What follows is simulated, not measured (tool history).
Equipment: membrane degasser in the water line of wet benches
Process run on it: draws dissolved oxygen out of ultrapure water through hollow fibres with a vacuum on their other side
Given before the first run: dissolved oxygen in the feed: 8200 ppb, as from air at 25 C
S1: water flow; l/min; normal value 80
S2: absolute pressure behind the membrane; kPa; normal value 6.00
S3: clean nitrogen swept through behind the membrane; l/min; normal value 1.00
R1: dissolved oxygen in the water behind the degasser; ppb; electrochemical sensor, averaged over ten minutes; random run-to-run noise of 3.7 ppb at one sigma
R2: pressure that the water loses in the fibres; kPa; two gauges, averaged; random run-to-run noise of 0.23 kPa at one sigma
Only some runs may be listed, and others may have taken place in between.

run,hour,S1,S2,S3,R1,R2
1,0.0,80,6.00,1.00,413.8,59.73
2,43.4,80,6.00,1.00,408.7,59.87
3,72.3,80,6.00,1.00,407.2,59.81
4,109.6,80,6.00,1.00,408.7,59.48
5,141.2,80,6.00,1.00,407.9,59.54
6,168.8,80,6.00,1.00,403.8,59.28
7,206.4,80,6.00,1.00,410.2,59.32
8,228.6,80,6.00,1.00,405.5,59.77
9,271.1,80,6.00,1.00,411.5,59.69
10,298.1,80,6.00,1.00,399.2,59.60
11,329.3,80,6.00,1.00,410.6,59.36
12,355.0,80,6.00,1.00,409.8,59.59
# hour 357.3: vacuum gauge calibrated
13,388.5,80,6.00,1.00,435.0,59.50
14,428.2,80,6.00,1.00,432.3,59.73
# hour 430.9: vacuum gauge calibrated, once more
15,453.1,80,6.00,1.00,366.1,60.10
16,474.4,80,6.00,1.00,360.3,60.18
# hour 489.2: seals of the vacuum lines changed
17,514.7,80,6.00,1.00,364.6,59.55
18,558.6,58,11.70,0.44,1359.0,43.21
19,598.4,83,11.70,0.44,1635.7,61.79
20,641.0,83,7.38,0.44,870.9,62.25
21,675.9,83,7.38,0.44,864.9,62.00
22,710.2,80,6.00,2.47,197.9,59.62
23,736.2,101,6.57,1.00,528.7,75.99
24,767.5,60,5.58,1.00,253.4,44.78
25,796.7,80,6.00,1.74,252.4,60.38
26,826.8,80,6.00,1.74,255.2,59.50
27,872.0,53,6.00,1.74,176.9,39.62

For run 28, what comes out?
28,893.8,96,5.35,1.08,?,?

{"run 28": {"R1": 319.8, "R2": 72.13}}
If the tool had no hidden condition, the same run with the same run-to-run variation would have returned R1 319.3 ppb, R2 70.79 kPa.

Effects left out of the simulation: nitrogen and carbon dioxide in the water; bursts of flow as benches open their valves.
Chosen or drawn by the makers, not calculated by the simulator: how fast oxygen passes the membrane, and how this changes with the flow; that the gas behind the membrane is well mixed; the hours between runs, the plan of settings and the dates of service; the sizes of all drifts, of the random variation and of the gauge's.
